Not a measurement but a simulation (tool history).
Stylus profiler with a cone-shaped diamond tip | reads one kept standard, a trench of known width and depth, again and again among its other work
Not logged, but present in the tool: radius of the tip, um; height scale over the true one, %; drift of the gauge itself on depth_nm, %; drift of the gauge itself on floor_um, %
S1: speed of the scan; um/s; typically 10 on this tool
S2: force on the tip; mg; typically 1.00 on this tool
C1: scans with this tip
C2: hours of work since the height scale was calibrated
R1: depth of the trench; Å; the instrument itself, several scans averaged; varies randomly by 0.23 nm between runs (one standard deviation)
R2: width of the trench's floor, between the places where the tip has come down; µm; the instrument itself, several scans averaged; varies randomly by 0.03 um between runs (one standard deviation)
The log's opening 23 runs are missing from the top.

run     day  S1    S2     C1   C2       R1     R2
 24  14.850   4  0.75   9393   35  10078.5  12.27
 25  15.388   5  1.61   9537   45  10127.2  12.20
 26  15.862   5  0.39   9664   54  10046.1  12.25
 27  16.750   5  0.39   9902   70  10049.8  12.21
 28  17.588  24  0.41  10127   85  10044.9  12.04
 29  18.300   9  0.45  10317   98  10049.9  12.11
 30  19.104   4  0.41  10533  113  10046.1  12.07
 31  19.717   4  0.41  10696  124  10044.5  12.12
 32  20.538  34  0.84  10917  139  10079.1  11.89

Predict each of these 3 candidate next runs independently; none follows another, all start after run 32:
  A  20.992   6  1.07  11038  147   ?   ?
  B  20.992  15  0.46  11038  147   ?   ?
  C  20.992   3  1.00  11038  147   ?   ?

run       R1     R2
  A  10094.6  12.07
  B  10049.0  11.97
  C  10083.8  12.09
Without the tool's unlogged condition, the same runs would have read:
run       R1     R2
  A  10098.8  13.98
  B  10053.1  13.88
  C  10087.9  14.00

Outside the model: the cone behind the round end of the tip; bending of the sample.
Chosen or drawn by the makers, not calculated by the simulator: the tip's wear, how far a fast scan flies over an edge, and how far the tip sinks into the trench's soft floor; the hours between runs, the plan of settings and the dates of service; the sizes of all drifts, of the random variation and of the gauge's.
